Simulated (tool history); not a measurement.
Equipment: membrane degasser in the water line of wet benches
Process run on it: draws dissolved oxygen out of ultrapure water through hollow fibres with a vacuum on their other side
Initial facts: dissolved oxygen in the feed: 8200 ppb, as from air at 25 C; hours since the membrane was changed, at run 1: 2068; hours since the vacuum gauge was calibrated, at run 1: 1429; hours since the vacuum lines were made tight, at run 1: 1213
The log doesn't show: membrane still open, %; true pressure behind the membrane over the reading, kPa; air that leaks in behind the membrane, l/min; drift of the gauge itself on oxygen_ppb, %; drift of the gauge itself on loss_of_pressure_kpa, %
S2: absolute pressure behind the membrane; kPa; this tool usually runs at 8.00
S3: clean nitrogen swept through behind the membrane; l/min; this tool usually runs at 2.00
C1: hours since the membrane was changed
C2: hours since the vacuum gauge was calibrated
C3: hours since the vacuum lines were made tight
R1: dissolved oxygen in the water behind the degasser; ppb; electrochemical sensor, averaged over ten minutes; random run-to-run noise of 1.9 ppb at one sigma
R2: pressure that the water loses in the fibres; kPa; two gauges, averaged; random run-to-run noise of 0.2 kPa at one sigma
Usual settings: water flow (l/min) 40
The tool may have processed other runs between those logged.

run 1 hour=0.0 | water_flow_(l/min)=40 S2=8.00 S3=2.00 | C1=2068 C2=1429 C3=1213 | R1=224.4 R2=46.36
run 2 hour=63.3 | water_flow_(l/min)=40 S2=8.00 S3=2.00 | C1=2131 C2=1492 C3=1277 | R1=221.4 R2=46.39
run 3 hour=132.2 | water_flow_(l/min)=40 S2=8.00 S3=2.00 | C1=2200 C2=1561 C3=1346 | R1=223.0 R2=45.98
run 4 hour=261.3 | water_flow_(l/min)=40 S2=8.00 S3=2.00 | C1=2329 C2=1690 C3=1475 | R1=220.1 R2=46.08
run 5 hour=361.5 | water_flow_(l/min)=40 S2=8.00 S3=2.00 | C1=2430 C2=1790 C3=1575 | R1=224.3 R2=46.46
run 6 hour=442.2 | water_flow_(l/min)=40 S2=8.00 S3=2.00 | C1=2510 C2=1871 C3=1656 | R1=225.4 R2=46.46
run 7 hour=533.9 | water_flow_(l/min)=40 S2=8.00 S3=1.63 | C1=2602 C2=1963 C3=1747 | R1=259.5 R2=46.65
run 8 hour=606.0 | water_flow_(l/min)=40 S2=8.00 S3=3.11 | C1=2674 C2=2035 C3=1819 | R1=154.3 R2=46.64
run 9 hour=707.5 | water_flow_(l/min)=40 S2=8.00 S3=3.11 | C1=2776 C2=2136 C3=1921 | R1=155.2 R2=46.31
run 10 hour=781.2 | water_flow_(l/min)=40 S2=8.00 S3=3.11 | C1=2849 C2=2210 C3=1995 | R1=155.3 R2=46.01
run 11 hour=912.5 | water_flow_(l/min)=40 S2=8.00 S3=3.11 | C1=2981 C2=2341 C3=2126 | R1=156.7 R2=46.84
run 12 hour=984.6 | water_flow_(l/min)=40 S2=8.78 S3=2.00 | C1=3053 C2=2413 C3=2198 | R1=256.9 R2=46.62
run 13 hour=1040.8 | water_flow_(l/min)=40 S2=8.78 S3=2.00 | C1=3109 C2=2470 C3=2254 | R1=254.6 R2=46.77
run 14 hour=1132.8 | water_flow_(l/min)=40 S2=8.78 S3=2.00 | C1=3201 C2=2562 C3=2346 | R1=255.9 R2=46.78
run 15 hour=1269.0 | water_flow_(l/min)=40 S2=15.37 S3=2.00 | C1=3337 C2=2698 C3=2482 | R1=528.3 R2=46.87
run 16 hour=1388.9 | water_flow_(l/min)=40 S2=15.37 S3=2.00 | C1=3457 C2=2818 C3=2602 | R1=532.5 R2=46.92
run 17 hour=1467.2 | water_flow_(l/min)=40 S2=13.73 S3=2.00 | C1=3535 C2=2896 C3=2681 | R1=455.5 R2=47.06
run 18 hour=1605.1 | water_flow_(l/min)=62 S2=10.82 S3=2.78 | C1=3673 C2=3034 C3=2819 | R1=439.0 R2=73.08
run 19 hour=1689.8 | water_flow_(l/min)=62 S2=10.82 S3=2.78 | C1=3758 C2=3119 C3=2903 | R1=440.2 R2=73.27
run 20 hour=1777.9 | water_flow_(l/min)=47 S2=10.82 S3=2.78 | C1=3846 C2=3207 C3=2991 | R1=309.8 R2=55.01
run 21 hour=1834.7 | water_flow_(l/min)=40 S2=13.52 S3=1.01 | C1=3903 C2=3264 C3=3048 | R1=768.0 R2=47.37
run 22 hour=1944.0 | water_flow_(l/min)=40 S2=13.52 S3=1.01 | C1=4012 C2=3373 C3=3157 | R1=756.4 R2=47.31
run 23 hour=2007.6 | water_flow_(l/min)=40 S2=13.52 S3=1.01 | C1=4076 C2=3436 C3=3221 | R1=776.3 R2=47.19
run 24 hour=2080.1 | water_flow_(l/min)=31 S2=13.52 S3=5.23 | C1=4148 C2=3509 C3=3294 | R1=148.3 R2=36.43
run 25 hour=2202.2 | water_flow_(l/min)=31 S2=13.52 S3=5.23 | C1=4270 C2=3631 C3=3416 | R1=148.2 R2=36.43
run 26 hour=2292.1 | water_flow_(l/min)=32 S2=13.80 S3=1.54 | C1=4360 C2=3721 C3=3506 | R1=472.2 R2=37.70
-- hour=2355.8 gauge calibrated
run 27 hour=2417.7 | water_flow_(l/min)=32 S2=15.75 S3=1.26 | C1=4486 C2=3847 C3=3631 | R1=636.4 R2=36.87
run 28 hour=2504.9 | water_flow_(l/min)=32 S2=10.83 S3=2.08 | C1=4573 C2=3934 C3=3718 | R1=265.0 R2=36.88
run 29 hour=2626.0 | water_flow_(l/min)=32 S2=10.83 S3=2.70 | C1=4694 C2=4055 C3=3840 | R1=208.0 R2=37.01
run 30 hour=2700.8 | water_flow_(l/min)=32 S2=10.83 S3=2.70 | C1=4769 C2=4130 C3=3914 | R1=212.6 R2=37.22
run 31 hour=2797.0 | water_flow_(l/min)=32 S2=10.83 S3=3.34 | C1=4865 C2=4226 C3=4010 | R1=177.8 R2=37.25
run 32 hour=2926.6 | water_flow_(l/min)=32 S2=13.87 S3=0.90 | C1=4995 C2=4355 C3=4140 | R1=726.7 R2=37.33

Below, each run's measurement less what the same run would have read without the hidden state. Both values contain the same run-to-run variation, but the gauge's scatter may not be the same in both:
run=1 R2=+0.01
run=2 R2=+0.05
run=3 R2=+0.08
run=4 R2=+0.15
run=5 R2=+0.20
run=6 R2=+0.24
run=7 R2=+0.29
run=8 R2=+0.32
run=9 R2=+0.37
run=10 R2=+0.41
run=11 R2=+0.47
run=12 R2=+0.51
run=13 R2=+0.54
run=14 R2=+0.58
run=15 R2=+0.66
run=16 R2=+0.72
run=17 R2=+0.75
run=18 R2=+1.28
run=19 R2=+1.34
run=20 R2=+1.06
run=21 R2=+0.94
run=22 R2=+0.99
run=23 R2=+1.02
run=24 R2=+0.83
run=25 R2=+0.86
run=26 R2=+0.94
run=27 R2=+0.05
run=28 R2=+0.08
run=29 R2=+0.13
run=30 R2=+0.16
run=31 R2=+0.20
run=32 R2=+0.26
For R1, the value without the hidden state is never more than 0.4 ppb from the measured value.
